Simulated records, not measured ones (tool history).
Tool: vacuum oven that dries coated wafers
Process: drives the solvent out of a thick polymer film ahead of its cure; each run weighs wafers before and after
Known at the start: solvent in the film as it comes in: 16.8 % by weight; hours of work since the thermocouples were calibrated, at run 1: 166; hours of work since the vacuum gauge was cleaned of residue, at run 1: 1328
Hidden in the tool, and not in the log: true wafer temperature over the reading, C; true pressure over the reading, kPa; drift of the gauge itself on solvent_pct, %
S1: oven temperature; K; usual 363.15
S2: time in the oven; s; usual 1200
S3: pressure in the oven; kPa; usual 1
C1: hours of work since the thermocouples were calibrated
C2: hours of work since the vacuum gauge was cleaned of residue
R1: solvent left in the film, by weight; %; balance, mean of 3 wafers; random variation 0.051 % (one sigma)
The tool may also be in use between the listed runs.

| run | hour | S1 | S2 | S3 | C1 | C2 | R1 |
|---|---|---|---|---|---|---|---|
| 1 | 0 | 363.15 | 1200 | 1 | 166 | 1328 | 1.39 |
| 2 | 61.8 | 363.15 | 1200 | 1 | 205 | 1367 | 1.48 |
| 3 | 125.5 | 363.15 | 1200 | 1 | 245 | 1407 | 1.55 |
| 4 | 246.1 | 363.15 | 1200 | 1 | 321 | 1483 | 1.59 |
| 5 | 349.6 | 363.15 | 1200 | 1 | 387 | 1548 | 1.66 |
| 6 | 415.9 | 363.15 | 1200 | 1 | 429 | 1590 | 1.54 |
| 7 | 488.7 | 361.15 | 1200 | 1 | 474 | 1636 | 2.14 |
|  | 562.4 | vacuum gauge cleaned of residue and calibrated |
| 8 | 601.5 | 361.15 | 1200 | 1 | 545 | 25 | 1.91 |
| 9 | 665.6 | 361.15 | 1200 | 1 | 585 | 65 | 1.91 |
| 10 | 736.9 | 363.15 | 1200 | 1 | 630 | 110 | 1.5 |
| 11 | 808.1 | 363.15 | 1200 | 1 | 675 | 155 | 1.59 |
| 12 | 932 | 363.15 | 1200 | 1 | 753 | 233 | 1.56 |
| 13 | 1010.1 | 363.15 | 1200 | 1.38 | 803 | 283 | 1.8 |
| 14 | 1066.3 | 363.15 | 1200 | 1.38 | 838 | 318 | 1.87 |
| 15 | 1148.9 | 363.15 | 1200 | 1 | 890 | 370 | 1.68 |
| 16 | 1272.1 | 363.15 | 1200 | 1 | 968 | 448 | 1.76 |
| 17 | 1335.3 | 370.15 | 1200 | 1 | 1008 | 488 | 0.61 |
| 18 | 1420.6 | 370.15 | 1740 | 1 | 1062 | 542 | 0.31 |
| 19 | 1547.6 | 370.15 | 1740 | 1 | 1142 | 622 | 0.35 |
| 20 | 1621.4 | 363.15 | 1200 | 1 | 1188 | 668 | 1.83 |
| 21 | 1698.7 | 363.15 | 1200 | 1 | 1237 | 717 | 1.91 |
| 22 | 1783.3 | 363.15 | 1200 | 1 | 1291 | 771 | 2.02 |
| 23 | 1852.8 | 363.15 | 1200 | 1 | 1334 | 814 | 1.96 |
| 24 | 1954.4 | 363.15 | 1200 | 1 | 1398 | 878 | 1.91 |
| 25 | 2024.9 | 363.15 | 1200 | 1 | 1443 | 923 | 2.11 |
|  | 2114.9 | oven's thermocouples calibrated |
| 26 | 2135.7 | 363.15 | 660 | 1.09 | 13 | 992 | 3.29 |
| 27 | 2213.3 | 348.15 | 660 | 1.83 | 62 | 1041 | 9.22 |
| 28 | 2301.8 | 363.15 | 1200 | 0.93 | 118 | 1096 | 1.27 |
| 29 | 2427.9 | 363.15 | 1200 | 0.93 | 198 | 1176 | 1.41 |
| 30 | 2517.8 | 363.15 | 1620 | 1 | 254 | 1233 | 0.88 |
| 31 | 2629.1 | 363.15 | 1200 | 1 | 325 | 1303 | 1.4 |
| 32 | 2753.3 | 361.15 | 1200 | 1 | 403 | 1381 | 1.82 |
| 33 | 2835.3 | 361.15 | 1200 | 1 | 455 | 1433 | 2 |
| 34 | 2949.6 | 362.15 | 840 | 0.79 | 527 | 1505 | 2.86 |
| 35 | 3028.1 | 362.15 | 840 | 0.79 | 576 | 1555 | 3.03 |
| 36 | 3107 | 362.15 | 840 | 0.79 | 626 | 1605 | 3.06 |
| 37 | 3178.7 | 360.15 | 1560 | 0.65 | 671 | 1650 | 1.42 |

Run 38 comes next. What will it give?
|  | 3229.9 | vacuum gauge cleaned of residue and calibrated |
| 38 | 3240.2 | 356.15 | 660 | 0.76 | 709 | 6 | ? |

R1: 6.22 %
Without the tool's hidden state the same run would have given R1 5.6 %.
